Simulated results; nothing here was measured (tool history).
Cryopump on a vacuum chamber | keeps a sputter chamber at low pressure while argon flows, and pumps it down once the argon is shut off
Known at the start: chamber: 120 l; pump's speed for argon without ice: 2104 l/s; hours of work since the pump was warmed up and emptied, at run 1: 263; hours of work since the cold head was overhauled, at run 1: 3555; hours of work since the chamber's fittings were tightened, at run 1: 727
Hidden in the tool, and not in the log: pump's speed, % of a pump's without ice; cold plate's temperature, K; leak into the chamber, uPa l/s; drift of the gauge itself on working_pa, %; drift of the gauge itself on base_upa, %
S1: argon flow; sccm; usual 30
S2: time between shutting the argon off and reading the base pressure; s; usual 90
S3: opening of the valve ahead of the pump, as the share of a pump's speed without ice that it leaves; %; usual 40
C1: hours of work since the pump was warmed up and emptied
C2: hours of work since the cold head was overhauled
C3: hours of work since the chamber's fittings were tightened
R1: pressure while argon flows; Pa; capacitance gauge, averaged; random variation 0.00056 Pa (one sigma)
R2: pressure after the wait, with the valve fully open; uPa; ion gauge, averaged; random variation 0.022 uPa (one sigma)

run	hour	S1	S2	S3	C1	C2	C3	R1	R2
1	0.0	30	90	40	263	3555	727	0.0631	0.77
2	94.8	30	90	40	331	3623	796	0.0639	0.81
3	156.5	30	90	40	376	3668	840	0.0647	0.83
4	231.7	30	90	40	430	3722	894	0.0665	0.85
5	285.3	30	90	40	468	3760	933	0.0669	0.88
# hour 345.4: pump warmed up, emptied and cooled again
6	369.6	30	76	40	17	3817	990	0.0628	0.84
7	460.6	30	76	40	83	3883	1055	0.0621	0.84
8	583.3	30	76	40	171	3971	1143	0.0623	0.86
9	642.0	30	76	40	213	4013	1185	0.0642	0.89
10	707.9	30	90	40	261	4061	1233	0.0640	0.86
11	758.5	30	59	40	297	4097	1269	0.0641	1.07
12	866.9	15	59	40	375	4175	1347	0.0317	1.12
13	979.8	15	59	40	456	4256	1428	0.0333	1.12
14	1036.0	30	90	40	497	4297	1469	0.0663	0.99
# hour 1056.7: pump warmed up, emptied and cooled again
15	1117.2	30	90	48	43	4351	1524	0.0506	0.84
16	1206.6	30	90	40	108	4416	1588	0.0622	0.89
17	1274.4	30	90	48	157	4465	1637	0.0531	0.88
18	1375.1	60	203	25	229	4537	1709	0.1990	0.68
19	1452.2	15	90	51	284	4592	1765	0.0253	0.95
20	1569.9	16	66	19	369	4677	1849	0.0699	1.14
21	1676.7	16	66	19	446	4754	1926	0.0710	1.21
22	1735.7	16	66	19	488	4796	1969	0.0713	1.17
# hour 1766.2: pump warmed up, emptied and cooled again
23	1793.4	16	66	19	20	4834	2007	0.0687	1.07
24	1881.0	30	45	16	83	4897	2070	0.1520	1.40
25	1972.1	30	172	23	148	4963	2135	0.1080	0.72
# hour 2065.7: leaking fittings of the chamber tightened, without venting
26	2082.6	36	48	40	226	5041	12	0.0768	0.97
27	2134.9	30	57	22	264	5078	50	0.1137	0.84
28	2228.6	30	57	22	331	5146	117	0.1136	0.90
29	2279.7	30	57	22	368	5183	154	0.1145	0.88
30	2345.9	43	89	16	416	5230	202	0.2236	0.72
31	2413.4	15	42	43	464	5279	250	0.0313	1.16
# hour 2481.3: pump warmed up, emptied and cooled again
32	2509.2	15	42	43	20	5344	315	0.0284	1.22
33	2623.7	21	42	43	102	5426	398	0.0408	1.18
34	2673.8	30	103	40	138	5462	434	0.0634	0.65

Forecast each of these 3 alternatives for the next run:
A	2762.3	33	28	18	202	5526	497	?	?
B	2762.3	12	90	40	202	5526	497	?	?
C	2762.3	30	48	46	202	5526	497	?	?

run	R1	R2
A	0.1506	1.65
B	0.0259	0.71
C	0.0554	1.07
Without the tool's hidden state the same runs would have given:
run	R1	R2
A	0.1469	1.53
B	0.0245	0.60
C	0.0520	0.95
